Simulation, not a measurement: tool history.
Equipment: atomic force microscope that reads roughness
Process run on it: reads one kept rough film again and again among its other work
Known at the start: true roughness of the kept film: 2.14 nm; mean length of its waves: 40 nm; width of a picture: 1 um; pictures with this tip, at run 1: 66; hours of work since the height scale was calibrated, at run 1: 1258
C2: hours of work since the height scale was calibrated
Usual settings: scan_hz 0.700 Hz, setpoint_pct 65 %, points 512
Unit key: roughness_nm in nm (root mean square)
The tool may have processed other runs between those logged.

run 1 day=0.000 | scan_hz=0.700 setpoint_pct=65 points=512 | pictures_with_this_tip=66 C2=1258 | roughness_nm=1.931
-- day=0.179 new tip fitted
-- day=1.596 new tip fitted
run 2 day=2.192 | scan_hz=0.700 setpoint_pct=76 points=512 | pictures_with_this_tip=33 C2=1296 | roughness_nm=1.930
-- day=2.904 new tip fitted
-- day=4.221 new tip fitted
run 3 day=4.221 | scan_hz=0.700 setpoint_pct=76 points=512 | pictures_with_this_tip=0 C2=1331 | roughness_nm=1.980
-- day=5.542 new tip fitted
run 4 day=6.350 | scan_hz=0.700 setpoint_pct=76 points=512 | pictures_with_this_tip=45 C2=1369 | roughness_nm=1.891
-- day=6.762 new tip fitted
run 5 day=7.900 | scan_hz=0.700 setpoint_pct=84 points=512 | pictures_with_this_tip=64 C2=1396 | roughness_nm=1.839
-- day=8.121 new tip fitted
-- day=9.512 new tip fitted
run 6 day=9.821 | scan_hz=0.700 setpoint_pct=65 points=952 | pictures_with_this_tip=17 C2=1430 | roughness_nm=2.004
-- day=10.762 new tip fitted
run 7 day=10.762 | scan_hz=0.700 setpoint_pct=83 points=512 | pictures_with_this_tip=0 C2=1446 | roughness_nm=1.942
-- day=12.133 new tip fitted
run 8 day=12.300 | scan_hz=0.700 setpoint_pct=83 points=512 | pictures_with_this_tip=9 C2=1473 | roughness_nm=1.928
-- day=13.421 new tip fitted
run 9 day=14.342 | scan_hz=0.700 setpoint_pct=83 points=512 | pictures_with_this_tip=51 C2=1509 | roughness_nm=1.873
-- day=14.792 new tip fitted
run 10 day=15.896 | scan_hz=0.700 setpoint_pct=83 points=512 | pictures_with_this_tip=62 C2=1536 | roughness_nm=1.849
-- day=16.025 new tip fitted
-- day=17.425 new tip fitted
run 11 day=17.662 | scan_hz=0.700 setpoint_pct=65 points=512 | pictures_with_this_tip=14 C2=1567 | roughness_nm=2.001
run 12 day=18.588 | scan_hz=0.700 setpoint_pct=65 points=512 | pictures_with_this_tip=65 C2=1583 | roughness_nm=1.933
-- day=18.779 new tip fitted
run 13 day=19.662 | scan_hz=0.700 setpoint_pct=65 points=512 | pictures_with_this_tip=49 C2=1602 | roughness_nm=1.956
-- day=19.812 height scale calibrated on a step standard
-- day=20.158 new tip fitted
run 14 day=21.175 | scan_hz=0.700 setpoint_pct=78 points=512 | pictures_with_this_tip=56 C2=24 | roughness_nm=1.908
-- day=21.529 new tip fitted
run 15 day=22.554 | scan_hz=0.700 setpoint_pct=65 points=727 | pictures_with_this_tip=57 C2=48 | roughness_nm=1.927
-- day=22.742 new tip fitted
-- day=23.462 height scale calibrated on a step standard, once more
run 16 day=23.646 | scan_hz=0.700 setpoint_pct=65 points=727 | pictures_with_this_tip=48 C2=3 | roughness_nm=1.915
-- day=24.071 new tip fitted
-- day=25.271 new tip fitted
run 17 day=25.271 | scan_hz=0.700 setpoint_pct=65 points=512 | pictures_with_this_tip=0 C2=31 | roughness_nm=1.991
-- day=26.650 new tip fitted
run 18 day=26.762 | scan_hz=0.700 setpoint_pct=65 points=512 | pictures_with_this_tip=7 C2=57 | roughness_nm=1.977
run 19 day=27.779 | scan_hz=0.700 setpoint_pct=84 points=512 | pictures_with_this_tip=64 C2=76 | roughness_nm=1.796
-- day=27.933 new tip fitted
-- day=29.175 new tip fitted
run 20 day=29.662 | scan_hz=0.700 setpoint_pct=84 points=512 | pictures_with_this_tip=28 C2=108 | roughness_nm=1.852
-- day=30.400 new tip fitted
run 21 day=31.296 | scan_hz=0.700 setpoint_pct=65 points=512 | pictures_with_this_tip=50 C2=137 | roughness_nm=1.909
-- day=31.642 new tip fitted
run 22 day=32.492 | scan_hz=0.700 setpoint_pct=65 points=512 | pictures_with_this_tip=48 C2=158 | roughness_nm=1.915
-- day=32.900 new tip fitted
-- day=34.154 new tip fitted
run 23 day=34.196 | scan_hz=0.700 setpoint_pct=65 points=512 | pictures_with_this_tip=3 C2=187 | roughness_nm=2.001
-- day=35.388 new tip fitted
run 24 day=35.388 | scan_hz=0.700 setpoint_pct=65 points=512 | pictures_with_this_tip=0 C2=208 | roughness_nm=2.012
-- day=36.654 new tip fitted
run 25 day=37.083 | scan_hz=0.700 setpoint_pct=65 points=512 | pictures_with_this_tip=24 C2=238 | roughness_nm=1.948
-- day=37.996 new tip fitted
run 26 day=38.562 | scan_hz=0.700 setpoint_pct=61 points=639 | pictures_with_this_tip=31 C2=264 | roughness_nm=1.952
-- day=39.283 new tip fitted
-- day=40.500 new tip fitted
run 27 day=40.500 | scan_hz=0.614 setpoint_pct=61 points=893 | pictures_with_this_tip=0 C2=298 | roughness_nm=2.022
-- day=41.775 new tip fitted
run 28 day=41.775 | scan_hz=0.610 setpoint_pct=58 points=275 | pictures_with_this_tip=0 C2=320 | roughness_nm=2.010
-- day=43.058 new tip fitted
run 29 day=43.146 | scan_hz=0.610 setpoint_pct=58 points=275 | pictures_with_this_tip=5 C2=344 | roughness_nm=1.998
-- day=44.342 new tip fitted
run 30 day=45.179 | scan_hz=0.610 setpoint_pct=58 points=275 | pictures_with_this_tip=47 C2=380 | roughness_nm=1.946
-- day=45.650 new tip fitted
run 31 day=46.350 | scan_hz=1.697 setpoint_pct=58 points=405 | pictures_with_this_tip=39 C2=400 | roughness_nm=1.908
-- day=47.062 new tip fitted
run 32 day=47.350 | scan_hz=0.969 setpoint_pct=69 points=405 | pictures_with_this_tip=16 C2=418 | roughness_nm=1.916
-- day=48.425 new tip fitted
run 33 day=48.525 | scan_hz=0.969 setpoint_pct=69 points=405 | pictures_with_this_tip=6 C2=438 | roughness_nm=1.954
-- day=49.675 new tip fitted
run 34 day=49.675 | scan_hz=0.516 setpoint_pct=88 points=512 | pictures_with_this_tip=0 C2=458 | roughness_nm=1.910
-- day=50.950 new tip fitted
run 35 day=51.729 | scan_hz=0.530 setpoint_pct=80 points=679 | pictures_with_this_tip=44 C2=494 | roughness_nm=1.896
-- day=52.200 new tip fitted
run 36 day=53.108 | scan_hz=0.841 setpoint_pct=66 points=269 | pictures_with_this_tip=51 C2=518 | roughness_nm=1.891
-- day=53.408 new tip fitted
-- day=54.808 new tip fitted
run 37 day=54.983 | scan_hz=0.553 setpoint_pct=65 points=418 | pictures_with_this_tip=10 C2=551 | roughness_nm=2.006
-- day=56.175 new tip fitted
run 38 day=56.825 | scan_hz=1.725 setpoint_pct=89 points=927 | pictures_with_this_tip=36 C2=583 | roughness_nm=1.591
-- day=57.454 new tip fitted
run 39 day=58.475 | scan_hz=3.960 setpoint_pct=89 points=638 | pictures_with_this_tip=58 C2=612 | roughness_nm=1.242
-- day=58.667 new tip fitted
run 40 day=59.650 | scan_hz=1.530 setpoint_pct=78 points=512 | pictures_with_this_tip=55 C2=633 | roughness_nm=1.755
-- day=59.875 new tip fitted
-- day=61.146 new tip fitted
run 41 day=61.671 | scan_hz=0.665 setpoint_pct=83 points=545 | pictures_with_this_tip=30 C2=668 | roughness_nm=1.897
-- day=62.404 new tip fitted
run 42 day=63.296 | scan_hz=2.020 setpoint_pct=69 points=821 | pictures_with_this_tip=49 C2=697 | roughness_nm=1.816
-- day=63.625 new tip fitted
run 43 day=64.554 | scan_hz=3.282 setpoint_pct=90 points=302 | pictures_with_this_tip=52 C2=719 | roughness_nm=1.305
-- day=64.896 new tip fitted
-- day=66.208 new tip fitted
run 44 day=66.771 | scan_hz=0.924 setpoint_pct=55 points=260 | pictures_with_this_tip=31 C2=757 | roughness_nm=1.973
-- day=67.467 new tip fitted
run 45 day=68.071 | scan_hz=0.700 setpoint_pct=57 points=705 | pictures_with_this_tip=34 C2=780 | roughness_nm=2.005
-- day=68.738 new tip fitted
run 46 day=69.912 | scan_hz=1.904 setpoint_pct=86 points=279 | pictures_with_this_tip=66 C2=812 | roughness_nm=1.549
-- day=70.142 new tip fitted
-- day=71.521 new tip fitted
run 47 day=71.575 | scan_hz=1.107 setpoint_pct=74 points=666 | pictures_with_this_tip=3 C2=841 | roughness_nm=1.922
-- day=72.758 new tip fitted
run 48 day=72.892 | scan_hz=1.107 setpoint_pct=74 points=666 | pictures_with_this_tip=8 C2=864 | roughness_nm=1.920
run 49 day=73.842 | scan_hz=1.085 setpoint_pct=86 points=368 | pictures_with_this_tip=61 C2=881 | roughness_nm=1.729

Entry by entry between the runs, the difference in hidden state between the last listed run before and the first listed run after:
Runs 1 to 2: new tip fitted (day 0.179); new tip fitted (day 1.596)
  radius of the tip, nm: 17.4 -> 12.6; height scale over the true one, %: 1.53 -> 1.58
  measured less the result without the state, roughness_nm: -0.072 -> -0.024 nm (root mean square)
Runs 2 to 3: new tip fitted (day 2.904); new tip fitted (day 4.221)
  radius of the tip, nm: 12.6 -> 7; height scale over the true one, %: 1.58 -> 1.62
  measured less the result without the state, roughness_nm: -0.024 -> +0.031 nm (root mean square)
Runs 3 to 4: new tip fitted (day 5.542)
  radius of the tip, nm: 7 -> 15; height scale over the true one, %: 1.62 -> 1.66
  measured less the result without the state, roughness_nm: +0.031 -> -0.045 nm (root mean square)
Runs 4 to 5: new tip fitted (day 6.762)
  radius of the tip, nm: 15 -> 17.8; height scale over the true one, %: 1.66 -> 1.7
  measured less the result without the state, roughness_nm: -0.045 -> -0.068 nm (root mean square)
Runs 5 to 6: new tip fitted (day 8.121); new tip fitted (day 9.512)
  radius of the tip, nm: 17.8 -> 10.4; height scale over the true one, %: 1.7 -> 1.73
  measured less the result without the state, roughness_nm: -0.068 -> +0.000 nm (root mean square)
Runs 6 to 7: new tip fitted (day 10.762)
  radius of the tip, nm: 10.4 -> 7.1; height scale over the true one, %: 1.73 -> 1.75
  measured less the result without the state, roughness_nm: +0.000 -> +0.033 nm (root mean square)
Runs 7 to 8: new tip fitted (day 12.133)
  radius of the tip, nm: 7.1 -> 9.2; height scale over the true one, %: 1.75 -> 1.78
  measured less the result without the state, roughness_nm: +0.033 -> +0.012 nm (root mean square)
Runs 8 to 9: new tip fitted (day 13.421)
  radius of the tip, nm: 9.2 -> 15.5; height scale over the true one, %: 1.78 -> 1.82
  measured less the result without the state, roughness_nm: +0.012 -> -0.046 nm (root mean square)
Runs 9 to 10: new tip fitted (day 14.792)
  radius of the tip, nm: 15.5 -> 17.5; height scale over the true one, %: 1.82 -> 1.86
  measured less the result without the state, roughness_nm: -0.046 -> -0.064 nm (root mean square)
Runs 10 to 11: new tip fitted (day 16.025); new tip fitted (day 17.425)
  radius of the tip, nm: 17.5 -> 10; height scale over the true one, %: 1.86 -> 1.89
  measured less the result without the state, roughness_nm: -0.064 -> +0.007 nm (root mean square)
Runs 12 to 13: new tip fitted (day 18.779)
  radius of the tip, nm: 18.8 -> 15.2; height scale over the true one, %: 1.91 -> 1.93
  measured less the result without the state, roughness_nm: -0.078 -> -0.044 nm (root mean square)
Runs 13 to 14: height scale calibrated on a step standard (day 19.812); new tip fitted (day 20.158)
  radius of the tip, nm: 15.2 -> 15; height scale over the true one, %: 1.93 -> 2.37
  measured less the result without the state, roughness_nm: -0.044 -> -0.032 nm (root mean square)
Runs 14 to 15: new tip fitted (day 21.529)
  radius of the tip, nm: 15 -> 18.3; height scale over the true one, %: 2.37 -> 2.4
  measured less the result without the state, roughness_nm: -0.032 -> -0.063 nm (root mean square)
Runs 15 to 16: new tip fitted (day 22.742); height scale calibrated on a step standard, once more (day 23.462)
  radius of the tip, nm: 18.3 -> 15.8; height scale over the true one, %: 2.4 -> -0.06
  measured less the result without the state, roughness_nm: -0.063 -> -0.088 nm (root mean square)
Runs 16 to 17: new tip fitted (day 24.071); new tip fitted (day 25.271)
  radius of the tip, nm: 15.8 -> 7.3; height scale over the true one, %: -0.06 -> -0.03
  measured less the result without the state, roughness_nm: -0.088 -> -0.003 nm (root mean square)
Runs 17 to 18: new tip fitted (day 26.650)
  radius of the tip, nm: 7.3 -> 8.3; height scale over the true one, %: -0.03 -> 0
  measured less the result without the state, roughness_nm: -0.003 -> -0.014 nm (root mean square)
Runs 19 to 20: new tip fitted (day 27.933); new tip fitted (day 29.175)
  radius of the tip, nm: 18.2 -> 11.4; height scale over the true one, %: 0.02 -> 0.06
  measured less the result without the state, roughness_nm: -0.102 -> -0.041 nm (root mean square)
Runs 20 to 21: new tip fitted (day 30.400)
  radius of the tip, nm: 11.4 -> 14.7; height scale over the true one, %: 0.06 -> 0.09
  measured less the result without the state, roughness_nm: -0.041 -> -0.073 nm (root mean square)
Runs 21 to 22: new tip fitted (day 31.642)
  radius of the tip, nm: 14.7 -> 15.2; height scale over the true one, %: 0.09 -> 0.12
  measured less the result without the state, roughness_nm: -0.073 -> -0.077 nm (root mean square)
Runs 22 to 23: new tip fitted (day 32.900); new tip fitted (day 34.154)
  radius of the tip, nm: 15.2 -> 7.7; height scale over the true one, %: 0.12 -> 0.15
  measured less the result without the state, roughness_nm: -0.077 -> -0.004 nm (root mean square)
Runs 23 to 24: new tip fitted (day 35.388)
  radius of the tip, nm: 7.7 -> 7.4; height scale over the true one, %: 0.15 -> 0.17
  measured less the result without the state, roughness_nm: -0.004 -> -0.001 nm (root mean square)
Runs 24 to 25: new tip fitted (day 36.654)
  radius of the tip, nm: 7.4 -> 12.3; height scale over the true one, %: 0.17 -> 0.21
  measured less the result without the state, roughness_nm: -0.001 -> -0.049 nm (root mean square)
Runs 25 to 26: new tip fitted (day 37.996)
  radius of the tip, nm: 12.3 -> 12.4; height scale over the true one, %: 0.21 -> 0.24
  measured less the result without the state, roughness_nm: -0.049 -> -0.050 nm (root mean square)
Runs 26 to 27: new tip fitted (day 39.283); new tip fitted (day 40.500)
  radius of the tip, nm: 12.4 -> 7.1; height scale over the true one, %: 0.24 -> 0.28
  measured less the result without the state, roughness_nm: -0.050 -> +0.005 nm (root mean square)
Runs 27 to 28: new tip fitted (day 41.775)
  height scale over the true one, %: 0.28 -> 0.3
  measured less the result without the state, roughness_nm: +0.005 -> +0.005 nm (root mean square)
Runs 28 to 29: new tip fitted (day 43.058)
  radius of the tip, nm: 7.1 -> 8.5; height scale over the true one, %: 0.3 -> 0.33
  measured less the result without the state, roughness_nm: +0.005 -> -0.009 nm (root mean square)
Runs 29 to 30: new tip fitted (day 44.342)
  radius of the tip, nm: 8.5 -> 14.6; height scale over the true one, %: 0.33 -> 0.38
  measured less the result without the state, roughness_nm: -0.009 -> -0.068 nm (root mean square)
Runs 30 to 31: new tip fitted (day 45.650)
  radius of the tip, nm: 14.6 -> 13.3; height scale over the true one, %: 0.38 -> 0.4
  measured less the result without the state, roughness_nm: -0.068 -> -0.053 nm (root mean square)
Runs 31 to 32: new tip fitted (day 47.062)
  radius of the tip, nm: 13.3 -> 11; height scale over the true one, %: 0.4 -> 0.42
  measured less the result without the state, roughness_nm: -0.053 -> -0.030 nm (root mean square)
Runs 32 to 33: new tip fitted (day 48.425)
  radius of the tip, nm: 11 -> 8.5; height scale over the true one, %: 0.42 -> 0.44
  measured less the result without the state, roughness_nm: -0.030 -> -0.007 nm (root mean square)
Runs 33 to 34: new tip fitted (day 49.675)
  radius of the tip, nm: 8.5 -> 7.4; height scale over the true one, %: 0.44 -> 0.46
  measured less the result without the state, roughness_nm: -0.007 -> +0.005 nm (root mean square)
Runs 34 to 35: new tip fitted (day 50.950)
  radius of the tip, nm: 7.4 -> 14.8; height scale over the true one, %: 0.46 -> 0.5
  measured less the result without the state, roughness_nm: +0.005 -> -0.066 nm (root mean square)
Runs 35 to 36: new tip fitted (day 52.200)
  radius of the tip, nm: 14.8 -> 17; height scale over the true one, %: 0.5 -> 0.53
  measured less the result without the state, roughness_nm: -0.066 -> -0.086 nm (root mean square)
Runs 36 to 37: new tip fitted (day 53.408); new tip fitted (day 54.808)
  radius of the tip, nm: 17 -> 8.6; height scale over the true one, %: 0.53 -> 0.57
  measured less the result without the state, roughness_nm: -0.086 -> -0.005 nm (root mean square)
Runs 37 to 38: new tip fitted (day 56.175)
  radius of the tip, nm: 8.6 -> 13.2; height scale over the true one, %: 0.57 -> 0.61
  measured less the result without the state, roughness_nm: -0.005 -> -0.041 nm (root mean square)
Runs 38 to 39: new tip fitted (day 57.454)
  radius of the tip, nm: 13.2 -> 16.9; height scale over the true one, %: 0.61 -> 0.64
  measured less the result without the state, roughness_nm: -0.041 -> -0.055 nm (root mean square)
Runs 39 to 40: new tip fitted (day 58.667)
  radius of the tip, nm: 16.9 -> 17.4; height scale over the true one, %: 0.64 -> 0.67
  measured less the result without the state, roughness_nm: -0.055 -> -0.080 nm (root mean square)
Runs 40 to 41: new tip fitted (day 59.875); new tip fitted (day 61.146)
  radius of the tip, nm: 17.4 -> 12.9; height scale over the true one, %: 0.67 -> 0.71
  measured less the result without the state, roughness_nm: -0.080 -> -0.043 nm (root mean square)
Runs 41 to 42: new tip fitted (day 62.404)
  radius of the tip, nm: 12.9 -> 14.7; height scale over the true one, %: 0.71 -> 0.74
  measured less the result without the state, roughness_nm: -0.043 -> -0.057 nm (root mean square)
Runs 42 to 43: new tip fitted (day 63.625)
  radius of the tip, nm: 14.7 -> 15.2; height scale over the true one, %: 0.74 -> 0.76
  measured less the result without the state, roughness_nm: -0.057 -> -0.044 nm (root mean square)
Runs 43 to 44: new tip fitted (day 64.896); new tip fitted (day 66.208)
  radius of the tip, nm: 15.2 -> 11.9; height scale over the true one, %: 0.76 -> 0.81
  measured less the result without the state, roughness_nm: -0.044 -> -0.034 nm (root mean square)
Runs 44 to 45: new tip fitted (day 67.467)
  radius of the tip, nm: 11.9 -> 13.1; height scale over the true one, %: 0.81 -> 0.83
  measured less the result without the state, roughness_nm: -0.034 -> -0.045 nm (root mean square)
Runs 45 to 46: new tip fitted (day 68.738)
  radius of the tip, nm: 13.1 -> 19.5; height scale over the true one, %: 0.83 -> 0.87
  measured less the result without the state, roughness_nm: -0.045 -> -0.085 nm (root mean square)
Runs 46 to 47: new tip fitted (day 70.142); new tip fitted (day 71.521)
  radius of the tip, nm: 19.5 -> 7.6; height scale over the true one, %: 0.87 -> 0.9
  measured less the result without the state, roughness_nm: -0.085 -> +0.012 nm (root mean square)
Runs 47 to 48: new tip fitted (day 72.758)
  radius of the tip, nm: 7.6 -> 8.7; height scale over the true one, %: 0.9 -> 0.93
  measured less the result without the state, roughness_nm: +0.012 -> +0.002 nm (root mean square)

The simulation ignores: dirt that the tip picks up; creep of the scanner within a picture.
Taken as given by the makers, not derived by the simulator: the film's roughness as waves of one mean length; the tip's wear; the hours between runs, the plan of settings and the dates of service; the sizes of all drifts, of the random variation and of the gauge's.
